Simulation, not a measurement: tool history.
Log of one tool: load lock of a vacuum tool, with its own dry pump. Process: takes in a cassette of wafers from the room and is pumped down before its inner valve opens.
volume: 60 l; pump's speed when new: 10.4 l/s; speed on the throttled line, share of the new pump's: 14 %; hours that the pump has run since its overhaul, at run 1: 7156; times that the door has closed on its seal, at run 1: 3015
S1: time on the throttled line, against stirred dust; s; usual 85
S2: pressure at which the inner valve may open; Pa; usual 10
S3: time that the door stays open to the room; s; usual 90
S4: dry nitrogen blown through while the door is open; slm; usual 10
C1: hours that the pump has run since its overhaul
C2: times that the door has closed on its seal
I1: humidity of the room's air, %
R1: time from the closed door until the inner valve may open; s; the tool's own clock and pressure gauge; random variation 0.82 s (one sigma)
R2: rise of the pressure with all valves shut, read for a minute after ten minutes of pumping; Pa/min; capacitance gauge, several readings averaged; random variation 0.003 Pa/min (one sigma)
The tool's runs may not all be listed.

run 1 hour=0 | S1=85 S2=10 S3=90 S4=10 | C1=7156 C2=3015 | I1=47.8 | R1=131.2 R2=0.064
run 2 hour=86.5 | S1=85 S2=10 S3=124 S4=10 | C1=7242 C2=3213 | I1=46.8 | R1=131.8 R2=0.07
run 3 hour=197.9 | S1=85 S2=10 S3=90 S4=14 | C1=7354 C2=3467 | I1=47.2 | R1=130.2 R2=0.059
run 4 hour=295.2 | S1=85 S2=10 S3=90 S4=14 | C1=7451 C2=3689 | I1=46.9 | R1=131.9 R2=0.059
run 5 hour=417.3 | S1=85 S2=10 S3=90 S4=14 | C1=7573 C2=3968 | I1=45.1 | R1=130.4 R2=0.059
run 6 hour=537.6 | S1=85 S2=10 S3=69 S4=14 | C1=7693 C2=4243 | I1=43.3 | R1=131.5 R2=0.051
run 7 hour=651 | S1=85 S2=10 S3=90 S4=19 | C1=7807 C2=4502 | I1=45.2 | R1=131.4 R2=0.059
run 8 hour=721.8 | S1=85 S2=10 S3=90 S4=19 | C1=7878 C2=4663 | I1=46.5 | R1=131.8 R2=0.058
run 9 hour=795.8 | S1=85 S2=10 S3=90 S4=19 | C1=7952 C2=4832 | I1=45.4 | R1=129.9 R2=0.056
run 10 hour=874.6 | S1=85 S2=10 S3=90 S4=19 | C1=8030 C2=5012 | I1=42.9 | R1=133.4 R2=0.057
run 11 hour=997.9 | S1=85 S2=10 S3=90 S4=19 | C1=8154 C2=5294 | I1=46.8 | R1=131.8 R2=0.058
run 12 hour=1051.6 | S1=85 S2=10 S3=90 S4=19 | C1=8207 C2=5416 | I1=44.2 | R1=132 R2=0.058
run 13 hour=1173.2 | S1=167 S2=10 S3=90 S4=10 | C1=8329 C2=5694 | I1=41.7 | R1=200.7 R2=0.062
run 14 hour=1254.2 | S1=167 S2=10 S3=90 S4=10 | C1=8410 C2=5879 | I1=46.3 | R1=201.9 R2=0.068
run 15 hour=1307.9 | S1=85 S2=12 S3=90 S4=27 | C1=8464 C2=6002 | I1=45.2 | R1=131.4 R2=0.055
run 16 hour=1428 | S1=85 S2=12 S3=90 S4=27 | C1=8584 C2=6276 | I1=47 | R1=131.4 R2=0.061
run 17 hour=1538.2 | S1=85 S2=12 S3=90 S4=27 | C1=8694 C2=6527 | I1=43.4 | R1=130.6 R2=0.06
run 18 hour=1607.4 | S1=44 S2=12 S3=90 S4=20 | C1=8763 C2=6686 | I1=45.1 | R1=95.4 R2=0.061
run 19 hour=1686.5 | S1=116 S2=12 S3=90 S4=10 | C1=8842 C2=6866 | I1=46.2 | R1=157 R2=0.074
run 20 hour=1748.3 | S1=116 S2=12 S3=90 S4=10 | C1=8904 C2=7007 | I1=46 | R1=158.5 R2=0.072
run 21 hour=1802 | S1=116 S2=12 S3=90 S4=8 | C1=8958 C2=7130 | I1=46.2 | R1=155.7 R2=0.071
run 22 hour=1893.7 | S1=85 S2=10 S3=90 S4=22 | C1=9050 C2=7339 | I1=42.9 | R1=132.1 R2=0.06
run 23 hour=1962.1 | S1=85 S2=10 S3=90 S4=22 | C1=9118 C2=7496 | I1=44.1 | R1=133.3 R2=0.061
run 24 hour=2019 | S1=85 S2=10 S3=90 S4=22 | C1=9175 C2=7625 | I1=47.2 | R1=132.4 R2=0.065
run 25 hour=2129.8 | S1=132 S2=8 S3=120 S4=10 | C1=9286 C2=7878 | I1=43.5 | R1=173.7 R2=0.074

3 ways to go on from here, each from the tool as it stands after run 25. What would each give?
run A hour=2233.9 | S1=132 S2=7 S3=120 S4=10 | C1=9390 C2=8116 | I1=47.3 | R1=? R2=?
run B hour=2233.9 | S1=64 S2=16 S3=90 S4=7 | C1=9390 C2=8116 | I1=42.9 | R1=? R2=?
run C hour=2233.9 | S1=85 S2=8 S3=120 S4=10 | C1=9390 C2=8116 | I1=46.4 | R1=? R2=?

run=A R1=174 R2=0.085
run=B R1=110.8 R2=0.073
run=C R1=133.8 R2=0.086
Without the tool's hidden state the same runs would have given:
run=A R1=168.9 R2=0.061
run=B R1=105.3 R2=0.049
run=C R1=128.1 R2=0.062
